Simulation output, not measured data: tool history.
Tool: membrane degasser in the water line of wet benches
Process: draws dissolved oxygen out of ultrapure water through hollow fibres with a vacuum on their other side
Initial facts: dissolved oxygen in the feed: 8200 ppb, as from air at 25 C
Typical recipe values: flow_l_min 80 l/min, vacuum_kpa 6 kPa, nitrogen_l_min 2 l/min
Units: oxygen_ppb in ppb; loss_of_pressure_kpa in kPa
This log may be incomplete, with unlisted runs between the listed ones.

run	hour	flow_l_min	vacuum_kpa	nitrogen_l_min	oxygen_ppb	loss_of_pressure_kpa
1	0	80	6	2	227.9	44.54
2	58.2	80	6	4.43	118.2	44.65
3	181.3	80	9.09	2	459.7	44.61
4	271.9	80	9.09	2	460.2	44.7
5	335.7	80	4.02	2	73.6	44.22
6	422.9	79	6	2	225.8	44.26
7	486.2	80	6	2	228.4	44.59
8	588.2	80	6	2	228.5	44.64
9	649.9	80	6	2	228.1	44.75
10	743.4	89	6.35	3.54	179.3	49.88
11	861.9	89	6.35	3.54	179.1	50.07
12	927.2	89	6.35	3.54	179.7	49.75
13	1006.8	56	6.6	3.02	142.8	31.37

Difference, measured minus no-hidden-state, one row per run. Run-to-run variation is common to both terms; the gauge's own scatter need not be:
The hidden state here: membrane still open, %; true pressure behind the membrane over the reading, kPa; air that leaks in behind the membrane, l/min; drift of the gauge itself on oxygen_ppb, %; drift of the gauge itself on loss_of_pressure_kpa, %.
run	oxygen_ppb	loss_of_pressure_kpa
1	+3.8	+0.48
2	+2.3	+0.5
3	+4	+0.54
4	+4.1	+0.57
5	+4.4	+0.59
6	+4.4	+0.61
7	+4.5	+0.64
8	+4.7	+0.67
9	+4.7	+0.69
10	+4	+0.8
11	+4.1	+0.85
12	+4.2	+0.87
13	+3	+0.57
